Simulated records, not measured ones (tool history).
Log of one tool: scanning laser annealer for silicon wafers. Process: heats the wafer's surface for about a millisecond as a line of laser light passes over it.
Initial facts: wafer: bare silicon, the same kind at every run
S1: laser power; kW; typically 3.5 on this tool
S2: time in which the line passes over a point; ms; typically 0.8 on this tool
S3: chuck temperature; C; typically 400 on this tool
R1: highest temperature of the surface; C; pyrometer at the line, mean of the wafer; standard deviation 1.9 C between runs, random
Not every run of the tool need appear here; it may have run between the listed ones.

run	hour	S1	S2	S3	R1
1	0	3.5	0.8	400	1106
2	11.3	3.5	0.8	400	1106
3	21.9	3.5	0.8	365	1070
4	37.4	3.5	0.8	365	1069
5	47.4	3.5	0.8	400	1109
6	54.7	3.5	0.8	400	1108
7	66.5	3.5	0.8	400	1106
8	76	3.5	0.8	380	1082
9	88.7	3.5	0.826	400	1114
10	103.8	3.5	0.8	400	1102
11	116.9	3.386	0.8	400	1080
12	129.7	3.386	0.8	363	1043
13	146.2	3.386	0.8	363	1040
14	161.8	3.386	0.8	363	1041
15	174	3.598	0.8	363	1085
16	181.1	3.598	0.8	363	1081
17	191.5	3.371	0.8	363	1038
18	207.8	3.371	0.8	363	1036
19	216.8	3.371	0.8	363	1038
20	226.7	3.371	0.8	363	1035
21	236.3	3.153	0.608	403	944
22	244.1	3.153	0.608	403	946
23	254.9	3.153	0.608	403	947
24	271.4	3.712	0.743	366	1073
25	279.6	3.712	0.743	366	1071
# hour 296: optics aligned, line set to its width
26	299.5	2.987	0.743	387	965
27	312.4	2.987	0.743	435	1012
28	328.7	3.013	0.636	391	925
29	338.5	3.013	0.636	391	927
30	354.9	3.155	0.86	410	1068
31	363.1	3.155	0.86	410	1063
32	370.5	3.5	0.72	395	1053
33	386.2	3.711	0.72	395	1092
34	394.6	3.768	0.814	395	1152
35	403.9	3.776	0.612	376	1029
36	412.7	3.776	0.612	376	1027
37	423.7	3.776	0.659	381	1058
38	434	3.028	0.952	364	1031
39	447.9	3.329	0.747	363	1001
40	462.6	3.329	0.747	363	1000

Consider 4 possible next runs. They are alternatives, not a sequence: every one starts from the tool as it was left by run 40. What does each give?
A	478.6	3.264	0.928	430	?
B	478.6	3.506	0.747	389	?
C	478.6	2.979	0.69	430	?
D	478.6	3.329	0.675	363	?

run	R1
A	1133
B	1056
C	978
D	965
What these runs would have given with no unlogged condition in the tool:
run	R1
A	1152
B	1074
C	992
D	981
